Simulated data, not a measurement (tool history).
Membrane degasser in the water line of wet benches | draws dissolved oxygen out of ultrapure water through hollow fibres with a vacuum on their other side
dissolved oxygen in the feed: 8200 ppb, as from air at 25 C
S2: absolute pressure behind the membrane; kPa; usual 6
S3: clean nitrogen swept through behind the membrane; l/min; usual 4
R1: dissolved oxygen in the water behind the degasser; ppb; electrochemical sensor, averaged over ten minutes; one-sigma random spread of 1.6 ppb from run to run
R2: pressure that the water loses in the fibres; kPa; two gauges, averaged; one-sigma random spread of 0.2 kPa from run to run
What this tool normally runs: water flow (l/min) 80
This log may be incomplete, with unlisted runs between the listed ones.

{"run": 1, "hour": 0.0, "water flow (l/min)": 80, "S2": 6, "S3": 4, "R1": 159.2, "R2": 45.08}
{"run": 2, "hour": 30.9, "water flow (l/min)": 80, "S2": 6, "S3": 4, "R1": 164.2, "R2": 45.44}
{"run": 3, "hour": 64.3, "water flow (l/min)": 80, "S2": 6.78, "S3": 4, "R1": 197.4, "R2": 45.6}
{"run": 4, "hour": 102.4, "water flow (l/min)": 80, "S2": 6, "S3": 8.54, "R1": 100.3, "R2": 44.75}
{"run": 5, "hour": 150.6, "water flow (l/min)": 80, "S2": 6, "S3": 8.54, "R1": 97, "R2": 45.2}
{"run": 6, "hour": 211.1, "water flow (l/min)": 80, "S2": 6, "S3": 2.58, "R1": 213.5, "R2": 45.09}
{"run": 7, "hour": 239.3, "water flow (l/min)": 80, "S2": 6, "S3": 2.58, "R1": 216.1, "R2": 45.28}
{"run": 8, "hour": 273.4, "water flow (l/min)": 80, "S2": 6, "S3": 2.58, "R1": 216.1, "R2": 45.21}
{"run": 9, "hour": 318.6, "water flow (l/min)": 80, "S2": 6, "S3": 2.58, "R1": 215.5, "R2": 44.91}
{"run": 10, "hour": 347.6, "water flow (l/min)": 80, "S2": 6, "S3": 5.51, "R1": 131, "R2": 45.18}
{"run": 11, "hour": 376.3, "water flow (l/min)": 80, "S2": 6, "S3": 4, "R1": 158.6, "R2": 45.28}
{"run": 12, "hour": 410.0, "water flow (l/min)": 80, "S2": 6, "S3": 4, "R1": 158.7, "R2": 44.96}
{"run": 13, "hour": 451.4, "water flow (l/min)": 80, "S2": 14.14, "S3": 4, "R1": 493.2, "R2": 44.87}
{"run": 14, "hour": 513.6, "water flow (l/min)": 80, "S2": 6, "S3": 6.42, "R1": 117.2, "R2": 44.71}
{"run": 15, "hour": 540.3, "water flow (l/min)": 80, "S2": 6, "S3": 6.42, "R1": 119.1, "R2": 44.99}
{"run": 16, "hour": 604.0, "water flow (l/min)": 80, "S2": 5.16, "S3": 4, "R1": 123.3, "R2": 44.61}
{"run": 17, "hour": 641.2, "water flow (l/min)": 80, "S2": 5.16, "S3": 4, "R1": 123.6, "R2": 44.62}
{"run": 18, "hour": 673.2, "water flow (l/min)": 80, "S2": 5.5, "S3": 2.64, "R1": 182.2, "R2": 44.44}
{"run": 19, "hour": 722.2, "water flow (l/min)": 80, "S2": 5.5, "S3": 2.64, "R1": 181.5, "R2": 44.42}
{"run": 20, "hour": 782.1, "water flow (l/min)": 64, "S2": 6.55, "S3": 1.73, "R1": 266.8, "R2": 35.06}
{"run": 21, "hour": 825.3, "water flow (l/min)": 70, "S2": 6, "S3": 2.09, "R1": 216.8, "R2": 38.79}
{"run": 22, "hour": 869.5, "water flow (l/min)": 55, "S2": 6.62, "S3": 2.69, "R1": 165.5, "R2": 30.5}
{"run": 23, "hour": 927.2, "water flow (l/min)": 55, "S2": 9.98, "S3": 11.76, "R1": 88.7, "R2": 30.3}
{"run": 24, "hour": 961.1, "water flow (l/min)": 107, "S2": 9.98, "S3": 11.76, "R1": 219.8, "R2": 59.03}
{"hour": 991.6, "done": "gauge calibrated"}
{"run": 25, "hour": 1016.0, "water flow (l/min)": 113, "S2": 9.58, "S3": 1.69, "R1": 768.6, "R2": 64.38}
{"run": 26, "hour": 1066.3, "water flow (l/min)": 113, "S2": 9.58, "S3": 1.69, "R1": 774.9, "R2": 64.32}
{"run": 27, "hour": 1130.4, "water flow (l/min)": 116, "S2": 6, "S3": 4, "R1": 261.4, "R2": 65.32}
{"run": 28, "hour": 1168.5, "water flow (l/min)": 56, "S2": 8.95, "S3": 1.65, "R1": 404.9, "R2": 31.71}
{"run": 29, "hour": 1196.1, "water flow (l/min)": 114, "S2": 6, "S3": 2.46, "R1": 325, "R2": 63.96}
{"hour": 1222.2, "done": "vacuum gauge calibrated"}
{"run": 30, "hour": 1262.9, "water flow (l/min)": 114, "S2": 6, "S3": 2.46, "R1": 329.5, "R2": 63.7}
{"run": 31, "hour": 1291.9, "water flow (l/min)": 103, "S2": 7.75, "S3": 4, "R1": 316.4, "R2": 58.24}
{"run": 32, "hour": 1352.6, "water flow (l/min)": 103, "S2": 7.75, "S3": 4, "R1": 310.6, "R2": 57.87}
{"run": 33, "hour": 1391.4, "water flow (l/min)": 59, "S2": 4.92, "S3": 9.97, "R1": 40.9, "R2": 33.05}

Consider 3 possible next runs. They are alternatives, not a sequence: every one starts from the tool as it was left by run 33. What does each give?
{"run": "A", "hour": 1446.9, "water flow (l/min)": 106, "S2": 6, "S3": 4.02, "R1": "?", "R2": "?"}
{"run": "B", "hour": 1446.9, "water flow (l/min)": 59, "S2": 4.92, "S3": 7.75, "R1": "?", "R2": "?"}
{"run": "C", "hour": 1446.9, "water flow (l/min)": 59, "S2": 12.29, "S3": 9.97, "R1": "?", "R2": "?"}

run=A R1=229.6 R2=59.44
run=B R1=47.6 R2=32.93
run=C R1=142.8 R2=32.82
Without the tool's hidden state the same runs would have given:
run=A R1=229.5 R2=60.18
run=B R1=47.5 R2=33.34
run=C R1=142.7 R2=33.23
